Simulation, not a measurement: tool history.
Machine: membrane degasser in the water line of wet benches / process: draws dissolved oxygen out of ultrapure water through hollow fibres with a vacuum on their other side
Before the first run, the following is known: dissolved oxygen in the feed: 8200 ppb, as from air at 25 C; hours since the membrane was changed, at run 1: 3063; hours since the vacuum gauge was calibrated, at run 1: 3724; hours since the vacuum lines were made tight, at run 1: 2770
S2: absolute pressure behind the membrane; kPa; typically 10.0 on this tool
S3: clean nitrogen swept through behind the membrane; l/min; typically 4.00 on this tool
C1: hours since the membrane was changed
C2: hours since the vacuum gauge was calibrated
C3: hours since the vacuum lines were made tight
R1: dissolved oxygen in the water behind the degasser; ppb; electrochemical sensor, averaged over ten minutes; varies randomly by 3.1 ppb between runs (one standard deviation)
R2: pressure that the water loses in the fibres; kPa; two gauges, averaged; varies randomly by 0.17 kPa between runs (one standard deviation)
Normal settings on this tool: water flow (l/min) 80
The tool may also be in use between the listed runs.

run 1 hour=0.0 | water_flow_(l/min)=80 S2=10.0 S3=4.00 | C1=3063 C2=3724 C3=2770 | R1=308.1 R2=25.67
run 2 hour=148.5 | water_flow_(l/min)=80 S2=10.0 S3=4.00 | C1=3212 C2=3872 C3=2918 | R1=306.8 R2=25.50
run 3 hour=302.6 | water_flow_(l/min)=80 S2=10.0 S3=4.00 | C1=3366 C2=4026 C3=3072 | R1=313.9 R2=25.90
-- hour=439.3 vacuum gauge calibrated
run 4 hour=501.3 | water_flow_(l/min)=62 S2=10.0 S3=4.00 | C1=3564 C2=62 C3=3271 | R1=250.6 R2=19.92
run 5 hour=708.0 | water_flow_(l/min)=62 S2=6.7 S3=4.00 | C1=3771 C2=269 C3=3477 | R1=131.6 R2=20.17
run 6 hour=843.4 | water_flow_(l/min)=62 S2=6.7 S3=4.00 | C1=3906 C2=404 C3=3613 | R1=129.0 R2=19.93
run 7 hour=1073.7 | water_flow_(l/min)=124 S2=6.7 S3=4.00 | C1=4137 C2=634 C3=3843 | R1=272.8 R2=39.94
run 8 hour=1221.9 | water_flow_(l/min)=124 S2=14.2 S3=11.06 | C1=4285 C2=783 C3=3991 | R1=329.2 R2=39.48
run 9 hour=1420.7 | water_flow_(l/min)=51 S2=10.0 S3=6.03 | C1=4484 C2=981 C3=4190 | R1=138.4 R2=16.35
run 10 hour=1572.3 | water_flow_(l/min)=51 S2=10.0 S3=6.03 | C1=4635 C2=1133 C3=4342 | R1=137.2 R2=16.63
run 11 hour=1800.4 | water_flow_(l/min)=51 S2=10.0 S3=3.14 | C1=4863 C2=1361 C3=4570 | R1=244.0 R2=16.35
run 12 hour=1978.0 | water_flow_(l/min)=84 S2=16.1 S3=4.00 | C1=5041 C2=1539 C3=4747 | R1=591.5 R2=27.22
run 13 hour=2137.5 | water_flow_(l/min)=84 S2=16.1 S3=4.00 | C1=5200 C2=1698 C3=4907 | R1=578.4 R2=26.68
run 14 hour=2241.9 | water_flow_(l/min)=58 S2=8.3 S3=3.67 | C1=5305 C2=1803 C3=5011 | R1=187.3 R2=18.38

Across each entry between runs, compare the hidden state at the last listed run before it with the hidden state at the first listed run after it:
Runs 3 to 4: vacuum gauge calibrated (hour 439.3)
  membrane still open, %: 100 -> 99.9; air that leaks in behind the membrane, l/min: 0.002 -> 0.0021
